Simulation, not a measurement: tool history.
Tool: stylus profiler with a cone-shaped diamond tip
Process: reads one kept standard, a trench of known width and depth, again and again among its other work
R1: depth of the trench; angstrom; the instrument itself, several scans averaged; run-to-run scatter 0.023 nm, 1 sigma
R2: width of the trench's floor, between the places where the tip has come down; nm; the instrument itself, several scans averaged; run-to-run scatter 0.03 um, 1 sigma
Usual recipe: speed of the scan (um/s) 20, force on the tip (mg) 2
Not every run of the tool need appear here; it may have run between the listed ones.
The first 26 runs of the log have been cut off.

run 27 day=16.925 | speed_of_the_scan_(um/s)=52 force_on_the_tip_(mg)=0.8 | R1=2013 R2=46600
run 28 day=17.821 | speed_of_the_scan_(um/s)=25 force_on_the_tip_(mg)=0.74 | R1=2012.3 R2=46940
run 29 day=18.533 | speed_of_the_scan_(um/s)=9 force_on_the_tip_(mg)=2.13 | R1=2025.3 R2=47170
run 30 day=19.446 | speed_of_the_scan_(um/s)=44 force_on_the_tip_(mg)=4.92 | R1=2043.6 R2=47030
run 31 day=20.279 | speed_of_the_scan_(um/s)=44 force_on_the_tip_(mg)=4.92 | R1=2043.5 R2=47010
run 32 day=21.158 | speed_of_the_scan_(um/s)=44 force_on_the_tip_(mg)=4.92 | R1=2044 R2=47000
run 33 day=22 | speed_of_the_scan_(um/s)=44 force_on_the_tip_(mg)=4.92 | R1=2043.6 R2=47050
run 34 day=22.542 | speed_of_the_scan_(um/s)=10 force_on_the_tip_(mg)=3.96 | R1=2038.2 R2=47110
run 35 day=23.362 | speed_of_the_scan_(um/s)=5 force_on_the_tip_(mg)=0.85 | R1=2013.2 R2=47200
run 36 day=23.871 | speed_of_the_scan_(um/s)=76 force_on_the_tip_(mg)=2.52 | R1=2028.3 R2=46750
run 37 day=24.667 | speed_of_the_scan_(um/s)=9 force_on_the_tip_(mg)=2.03 | R1=2024.3 R2=47140
run 38 day=25.288 | speed_of_the_scan_(um/s)=9 force_on_the_tip_(mg)=2.03 | R1=2024.4 R2=47070
run 39 day=26.188 | speed_of_the_scan_(um/s)=8 force_on_the_tip_(mg)=2 | R1=2023.7 R2=47150
run 40 day=26.708 | speed_of_the_scan_(um/s)=8 force_on_the_tip_(mg)=2 | R1=2023.7 R2=47150
run 41 day=27.529 | speed_of_the_scan_(um/s)=64 force_on_the_tip_(mg)=0.72 | R1=2012.4 R2=46470
run 42 day=28.421 | speed_of_the_scan_(um/s)=64 force_on_the_tip_(mg)=0.72 | R1=2011.9 R2=46430
run 43 day=29.396 | speed_of_the_scan_(um/s)=64 force_on_the_tip_(mg)=0.72 | R1=2012.4 R2=46440
run 44 day=30.283 | speed_of_the_scan_(um/s)=20 force_on_the_tip_(mg)=0.72 | R1=2012.2 R2=46940
run 45 day=30.804 | speed_of_the_scan_(um/s)=20 force_on_the_tip_(mg)=0.72 | R1=2012.2 R2=46930
run 46 day=31.696 | speed_of_the_scan_(um/s)=71 force_on_the_tip_(mg)=1.6 | R1=2020.3 R2=46610

What if the next run were any one of these 4? Each begins from the tool's condition after run 46:
run A day=32.588 | speed_of_the_scan_(um/s)=15 force_on_the_tip_(mg)=2 | R1=? R2=?
run B day=32.588 | speed_of_the_scan_(um/s)=50 force_on_the_tip_(mg)=3.81 | R1=? R2=?
run C day=32.588 | speed_of_the_scan_(um/s)=36 force_on_the_tip_(mg)=1.76 | R1=? R2=?
run D day=32.588 | speed_of_the_scan_(um/s)=28 force_on_the_tip_(mg)=2.44 | R1=? R2=?

run=A R1=2024.2 R2=47100
run=B R1=2037.2 R2=46900
run=C R1=2021.9 R2=46890
run=D R1=2027.3 R2=47000
Without the tool's unlogged condition, the same runs would have read:
run=A R1=2024.2 R2=47110
run=B R1=2037.2 R2=46900
run=C R1=2021.8 R2=46890
run=D R1=2027.3 R2=47000
